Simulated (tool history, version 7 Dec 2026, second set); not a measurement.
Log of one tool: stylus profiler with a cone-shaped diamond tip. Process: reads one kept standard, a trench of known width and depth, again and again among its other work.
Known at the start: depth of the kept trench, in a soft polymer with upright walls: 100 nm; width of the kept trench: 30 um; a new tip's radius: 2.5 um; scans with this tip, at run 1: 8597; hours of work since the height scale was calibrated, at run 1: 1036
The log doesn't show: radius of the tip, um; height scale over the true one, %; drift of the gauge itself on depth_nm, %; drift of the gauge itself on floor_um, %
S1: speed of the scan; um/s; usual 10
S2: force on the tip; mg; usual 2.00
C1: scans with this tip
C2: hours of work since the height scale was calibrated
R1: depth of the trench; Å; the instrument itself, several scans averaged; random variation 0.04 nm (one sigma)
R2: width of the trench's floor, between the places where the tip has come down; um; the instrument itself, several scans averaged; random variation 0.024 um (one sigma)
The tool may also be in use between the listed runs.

run    hour  S1    S2     C1    C2      R1     R2
  1     0.0  10  2.00   8597  1036  1012.6  28.53
  2    48.7  10  2.00   8767  1056  1012.3  28.52
  3   111.1   5  2.00   8984  1082  1012.6  28.55
  4   178.2   5  2.00   9219  1110  1012.2  28.57
  5   213.3  10  1.08   9341  1125  1008.1  28.50
  6   259.0  10  2.28   9500  1144  1013.9  28.55
  7   302.0  10  1.18   9650  1162  1008.1  28.48
  8   345.6  10  2.00   9802  1181  1012.1  28.54
  9   389.6  10  2.00   9955  1199  1012.0  28.48
 10   432.7  10  2.00  10106  1217  1012.2  28.52
 11   464.3  10  2.00  10216  1231  1012.1  28.51
 12   539.5  10  2.00  10478  1262  1012.6  28.50
 13   594.7  10  2.00  10671  1285  1012.7  28.51
 14   659.9  10  2.00  10898  1313  1012.4  28.54
 15   710.8  10  2.00  11075  1334  1012.7  28.50
 16   762.9  10  2.00  11257  1356  1012.7  28.51
 17   816.2  10  1.52  11443  1378  1009.2  28.52
 18   886.7  10  2.00  11689  1408  1012.6  28.48
 19   939.8  10  4.39  11874  1430  1020.1  28.54
 20   980.0  10  1.57  12014  1447  1011.4  28.51
 21  1022.1  10  1.57  12160  1465  1010.5  28.46
 22  1072.6   3  2.00  12337  1486  1011.8  28.57
 23  1144.4   2  2.00  12587  1516  1013.1  28.60
 24  1208.9   5  3.27  12811  1543  1017.2  28.63
 25  1244.0   5  3.27  12934  1558  1017.5  28.59
 26  1292.8  10  0.86  13104  1578  1006.9  28.48
 27  1337.6   2  0.76  13260  1597  1005.9  28.58
 28  1391.4  10  1.20  13448  1620  1008.4  28.54
 29  1467.2   6  1.34  13712  1652  1010.2  28.57
 30  1530.7   6  1.34  13933  1678  1009.7  28.53
 31  1561.6  10  0.86  14041  1691  1007.4  28.48
 32  1593.3   4  3.09  14152  1705  1016.5  28.56
 33  1662.3  32  2.00  14392  1734  1012.8  28.36
 34  1695.2  32  2.00  14507  1747  1011.6  28.35
     1756.4  -- height scale calibrated on a step standard
 35  1756.4  32  2.00  14718     0  1012.7  28.34
 36  1826.5   4  3.31  14963    29  1017.1  28.57
 37  1889.0   4  3.31  15181    56  1017.4  28.55
 38  1920.9   4  3.31  15292    69  1017.6  28.57
 39  1998.0   3  2.99  15561   101  1016.1  28.57
 40  2066.1   3  2.99  15798   130  1016.0  28.66
 41  2102.7   3  2.99  15926   145  1016.2  28.56
 42  2145.1   6  2.99  16074   163  1016.4  28.55
 43  2177.4  30  4.44  16186   177  1020.9  28.46
 44  2249.1  30  4.44  16436   207  1021.2  28.38
 45  2289.3  10  2.80  16576   224  1015.0  28.54

5 ways to go on from here, each from the tool as it stands after run 45. What would each give?
  A  2338.2  12  1.66  16747  244   ?   ?
  B  2338.2  10  5.31  16747  244   ?   ?
  C  2338.2   4  2.01  16747  244   ?   ?
  D  2338.2  18  1.63  16747  244   ?   ?
  E  2338.2   8  2.31  16747  244   ?   ?

run      R1     R2
  A  1010.4  28.48
  B  1023.9  28.55
  C  1012.6  28.53
  D  1010.7  28.45
  E  1012.9  28.53
Without the tool's hidden state the same runs would have given:
run      R1     R2
  A  1010.4  28.49
  B  1023.9  28.57
  C  1012.6  28.54
  D  1010.6  28.46
  E  1012.9  28.55
